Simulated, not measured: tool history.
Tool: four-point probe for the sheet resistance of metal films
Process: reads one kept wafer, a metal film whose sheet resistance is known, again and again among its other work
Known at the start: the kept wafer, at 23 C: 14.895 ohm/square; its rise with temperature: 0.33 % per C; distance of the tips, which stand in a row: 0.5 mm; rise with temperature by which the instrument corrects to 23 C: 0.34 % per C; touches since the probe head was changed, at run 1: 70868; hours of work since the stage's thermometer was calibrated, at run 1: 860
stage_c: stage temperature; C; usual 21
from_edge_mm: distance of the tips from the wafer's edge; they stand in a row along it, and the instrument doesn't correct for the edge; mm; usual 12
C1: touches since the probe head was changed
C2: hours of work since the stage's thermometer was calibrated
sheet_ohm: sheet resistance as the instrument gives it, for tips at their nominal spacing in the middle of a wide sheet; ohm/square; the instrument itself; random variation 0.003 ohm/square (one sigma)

{"run": 1, "hour": 0.0, "stage_c": 21, "from_edge_mm": 12, "C1": 70868, "C2": 860, "sheet_ohm": 14.879567}
{"run": 2, "hour": 90.6, "stage_c": 21, "from_edge_mm": 12, "C1": 73676, "C2": 929, "sheet_ohm": 14.880506}
{"run": 3, "hour": 188.3, "stage_c": 21, "from_edge_mm": 40, "C1": 76704, "C2": 1004, "sheet_ohm": 14.868043}
{"run": 4, "hour": 253.0, "stage_c": 21, "from_edge_mm": 13, "C1": 78711, "C2": 1053, "sheet_ohm": 14.876777}
{"run": 5, "hour": 335.4, "stage_c": 21, "from_edge_mm": 12, "C1": 81265, "C2": 1116, "sheet_ohm": 14.869422}
{"run": 6, "hour": 408.2, "stage_c": 23, "from_edge_mm": 12, "C1": 83520, "C2": 1172, "sheet_ohm": 14.869732}
{"run": 7, "hour": 470.5, "stage_c": 21, "from_edge_mm": 12, "C1": 85452, "C2": 1220, "sheet_ohm": 14.865476}
{"run": 8, "hour": 589.3, "stage_c": 21, "from_edge_mm": 12, "C1": 89135, "C2": 1311, "sheet_ohm": 14.860315}
{"run": 9, "hour": 707.4, "stage_c": 21, "from_edge_mm": 12, "C1": 92794, "C2": 1401, "sheet_ohm": 14.859012}
{"run": 10, "hour": 769.8, "stage_c": 21, "from_edge_mm": 12, "C1": 94730, "C2": 1449, "sheet_ohm": 14.858794}
{"run": 11, "hour": 840.1, "stage_c": 21, "from_edge_mm": 12, "C1": 96907, "C2": 1502, "sheet_ohm": 14.857254}
{"hour": 850.8, "done": "stage's thermometer calibrated"}
{"run": 12, "hour": 909.9, "stage_c": 21, "from_edge_mm": 12, "C1": 99058, "C2": 45, "sheet_ohm": 14.838896}
{"run": 13, "hour": 989.1, "stage_c": 22, "from_edge_mm": 12, "C1": 101512, "C2": 106, "sheet_ohm": 14.837914}
{"run": 14, "hour": 1052.3, "stage_c": 22, "from_edge_mm": 12, "C1": 103470, "C2": 154, "sheet_ohm": 14.831016}
{"run": 15, "hour": 1130.7, "stage_c": 22, "from_edge_mm": 12, "C1": 105901, "C2": 214, "sheet_ohm": 14.829802}
{"run": 16, "hour": 1242.7, "stage_c": 19, "from_edge_mm": 4, "C1": 109371, "C2": 300, "sheet_ohm": 14.9446}
{"run": 17, "hour": 1369.5, "stage_c": 22, "from_edge_mm": 5, "C1": 113302, "C2": 397, "sheet_ohm": 14.885046}
{"run": 18, "hour": 1460.5, "stage_c": 28, "from_edge_mm": 48, "C1": 116125, "C2": 467, "sheet_ohm": 14.797861}

The next listed run, before its measurement:
{"run": 19, "hour": 1557.0, "stage_c": 28, "from_edge_mm": 48, "C1": 119114, "C2": 540, "sheet_ohm": "?"}

Run 19 gave sheet_ohm 14.793938 ohm/square.
Without the tool's hidden state the same run would have given sheet_ohm 14.886855 ohm/square.
